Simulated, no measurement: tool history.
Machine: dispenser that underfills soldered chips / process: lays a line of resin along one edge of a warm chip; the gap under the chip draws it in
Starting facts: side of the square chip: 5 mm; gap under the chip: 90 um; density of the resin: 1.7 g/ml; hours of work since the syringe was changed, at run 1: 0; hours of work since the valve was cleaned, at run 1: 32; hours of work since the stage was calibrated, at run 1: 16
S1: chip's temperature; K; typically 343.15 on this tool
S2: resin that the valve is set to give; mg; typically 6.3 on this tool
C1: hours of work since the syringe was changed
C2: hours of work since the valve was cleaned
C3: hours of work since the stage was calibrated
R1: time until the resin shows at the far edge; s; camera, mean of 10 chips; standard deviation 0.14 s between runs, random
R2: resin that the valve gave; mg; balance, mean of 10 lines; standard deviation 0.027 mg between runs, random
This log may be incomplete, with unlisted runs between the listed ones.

run 1 hour=0 | S1=343.15 S2=6.3 | C1=0 C2=32 C3=16 | R1=4.4 R2=6.12
run 2 hour=9.5 | S1=343.15 S2=6.3 | C1=6 C2=38 C3=22 | R1=5.8 R2=6.1
-- hour=17.3 new syringe of resin
run 3 hour=17.3 | S1=332.15 S2=6.3 | C1=0 C2=43 C3=26 | R1=7.7 R2=6.1
run 4 hour=24.5 | S1=332.15 S2=7.01 | C1=4 C2=47 C3=31 | R1=9.2 R2=6.75
run 5 hour=30.8 | S1=332.15 S2=7.01 | C1=8 C2=51 C3=35 | R1=11 R2=6.69
-- hour=34.9 new syringe of resin
run 6 hour=41.1 | S1=332.15 S2=7.01 | C1=4 C2=57 C3=41 | R1=9.2 R2=6.67
run 7 hour=50.9 | S1=332.15 S2=7.01 | C1=10 C2=63 C3=47 | R1=12 R2=6.66
-- hour=52.8 new syringe of resin
run 8 hour=61 | S1=332.15 S2=7.01 | C1=5 C2=69 C3=53 | R1=9.4 R2=6.57
run 9 hour=66.4 | S1=343.15 S2=6.91 | C1=8 C2=72 C3=56 | R1=6.5 R2=6.48
-- hour=70.7 new syringe of resin
run 10 hour=71.9 | S1=343.15 S2=6.91 | C1=1 C2=75 C3=59 | R1=4.7 R2=6.44
run 11 hour=76.4 | S1=345.15 S2=6.32 | C1=4 C2=78 C3=62 | R1=4.9 R2=5.89
run 12 hour=86.2 | S1=345.15 S2=5.76 | C1=9 C2=84 C3=68 | R1=6.6 R2=5.28
-- hour=88.5 new syringe of resin
run 13 hour=91.7 | S1=345.15 S2=5.76 | C1=2 C2=87 C3=71 | R1=4.3 R2=5.32
run 14 hour=100.1 | S1=349.15 S2=6.01 | C1=7 C2=92 C3=76 | R1=4.6 R2=5.54
-- hour=106.8 new syringe of resin
run 15 hour=107.8 | S1=349.15 S2=6.01 | C1=1 C2=97 C3=80 | R1=3.5 R2=5.51
run 16 hour=112 | S1=343.15 S2=5.77 | C1=3 C2=99 C3=83 | R1=5.2 R2=5.28
run 17 hour=117.2 | S1=333.15 S2=7.89 | C1=6 C2=102 C3=86 | R1=9.9 R2=7.15

Branching from run 17: 5 alternative next runs. What would each branch give?
-- hour=125.1 new syringe of resin
-- hour=127.3 dispensing valve cleaned and set on the balance
run A hour=128.1 | S1=357.15 S2=6.31 | C1=1 C2=0 C3=92 | R1=? R2=?
-- hour=125.1 new syringe of resin
-- hour=127.3 dispensing valve cleaned and set on the balance
run B hour=128.1 | S1=336.15 S2=6.74 | C1=1 C2=0 C3=92 | R1=? R2=?
-- hour=125.1 new syringe of resin
-- hour=127.3 dispensing valve cleaned and set on the balance
run C hour=128.1 | S1=357.15 S2=5.93 | C1=1 C2=0 C3=92 | R1=? R2=?
-- hour=125.1 new syringe of resin
-- hour=127.3 dispensing valve cleaned and set on the balance
run D hour=128.1 | S1=348.15 S2=7.62 | C1=1 C2=0 C3=92 | R1=? R2=?
-- hour=125.1 new syringe of resin
-- hour=127.3 dispensing valve cleaned and set on the balance
run E hour=128.1 | S1=349.15 S2=6.89 | C1=1 C2=0 C3=92 | R1=? R2=?

run=A R1=2.7 R2=6.28
run=B R1=6.4 R2=6.7
run=C R1=2.4 R2=5.92
run=D R1=3.8 R2=7.67
run=E R1=3.6 R2=6.92
Take away the tool's hidden state, keep each run's random variation, and the runs would have read:
run=A R1=2.6 R2=6.27
run=B R1=6.1 R2=6.68
run=C R1=2.3 R2=5.91
run=D R1=3.6 R2=7.66
run=E R1=3.4 R2=6.91

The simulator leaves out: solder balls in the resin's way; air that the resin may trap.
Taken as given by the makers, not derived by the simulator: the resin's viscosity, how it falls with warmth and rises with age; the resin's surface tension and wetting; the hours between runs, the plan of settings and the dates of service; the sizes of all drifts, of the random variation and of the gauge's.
